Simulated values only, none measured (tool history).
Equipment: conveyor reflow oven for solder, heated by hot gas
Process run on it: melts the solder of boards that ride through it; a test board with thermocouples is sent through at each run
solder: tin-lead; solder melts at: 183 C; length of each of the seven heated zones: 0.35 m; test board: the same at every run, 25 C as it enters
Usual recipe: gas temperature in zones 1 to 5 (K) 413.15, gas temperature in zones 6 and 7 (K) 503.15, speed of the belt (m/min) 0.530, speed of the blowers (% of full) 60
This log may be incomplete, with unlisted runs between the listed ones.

| run | hour | gas temperature in zones 1 to 5 (K) | gas temperature in zones 6 and 7 (K) | speed of the belt (m/min) | speed of the blowers (% of full) | highest temperature of the board (K) | time above the solder's melting point (s) |
|---|---|---|---|---|---|---|---|
| 1 | 0.0 | 413.15 | 503.15 | 0.530 | 60 | 484.65 | 54.7 |
| 2 | 65.6 | 413.15 | 503.15 | 0.530 | 60 | 484.15 | 54.8 |
|  | 77.6 | flux residue cleaned out of gas plates and filters |
| 3 | 140.5 | 413.15 | 512.15 | 0.530 | 60 | 492.75 | 62.8 |
| 4 | 184.2 | 413.15 | 503.15 | 0.530 | 56 | 483.35 | 54.4 |
| 5 | 220.8 | 422.15 | 503.15 | 0.530 | 56 | 485.25 | 59.4 |
| 6 | 272.6 | 422.15 | 503.15 | 0.530 | 56 | 485.05 | 59.9 |
|  | 324.4 | flux residue cleaned out of gas plates and filters |
| 7 | 340.4 | 422.15 | 503.15 | 0.530 | 56 | 486.15 | 61.2 |
| 8 | 417.5 | 421.15 | 503.15 | 0.530 | 60 | 487.25 | 61.5 |
| 9 | 472.7 | 413.15 | 503.15 | 0.530 | 88 | 492.05 | 64.5 |
| 10 | 522.0 | 413.15 | 503.15 | 0.530 | 88 | 491.65 | 64.1 |
|  | 567.6 | flux residue cleaned out of gas plates and filters |
| 11 | 593.2 | 413.15 | 503.15 | 0.530 | 88 | 493.05 | 65.0 |
| 12 | 668.2 | 413.15 | 510.15 | 0.530 | 60 | 491.55 | 61.9 |
|  | 699.0 | belt drive overhauled, speed set with a stopwatch |
| 13 | 728.5 | 413.15 | 510.15 | 0.588 | 60 | 486.25 | 49.3 |
| 14 | 798.0 | 413.15 | 510.15 | 0.588 | 60 | 485.55 | 48.7 |
|  | 819.8 | flux residue cleaned out of gas plates and filters |
| 15 | 834.9 | 413.15 | 510.15 | 0.588 | 60 | 487.75 | 50.9 |
|  | 864.6 | thermocouples of zones 6 and 7 changed |
| 16 | 875.0 | 413.15 | 504.15 | 0.530 | 57 | 483.95 | 54.0 |
| 17 | 924.0 | 413.15 | 504.15 | 0.530 | 57 | 483.85 | 53.2 |
| 18 | 976.4 | 413.15 | 503.15 | 0.619 | 54 | 475.75 | 35.8 |
| 19 | 1024.9 | 413.15 | 503.15 | 0.619 | 54 | 475.25 | 35.5 |
|  | 1067.0 | flux residue cleaned out of gas plates and filters |
| 20 | 1093.4 | 414.15 | 493.15 | 0.605 | 54 | 470.45 | 30.7 |
| 21 | 1151.0 | 399.15 | 503.15 | 0.529 | 68 | 484.25 | 51.0 |
| 22 | 1230.0 | 399.15 | 503.15 | 0.529 | 68 | 484.05 | 50.2 |

Run 23 is up next; what results do you expect?
|  | 1313.2 | flux residue cleaned out of gas plates and filters |
| 23 | 1313.2 | 411.15 | 514.15 | 0.530 | 60 | ? | ? |

{"run 23": {"highest temperature of the board (K)": 494.45, "time above the solder's melting point (s)": 62.5}}
Minus the tool's unlogged condition, the same run would have read highest temperature of the board (K) 493.75, time above the solder's melting point (s) 61.3.
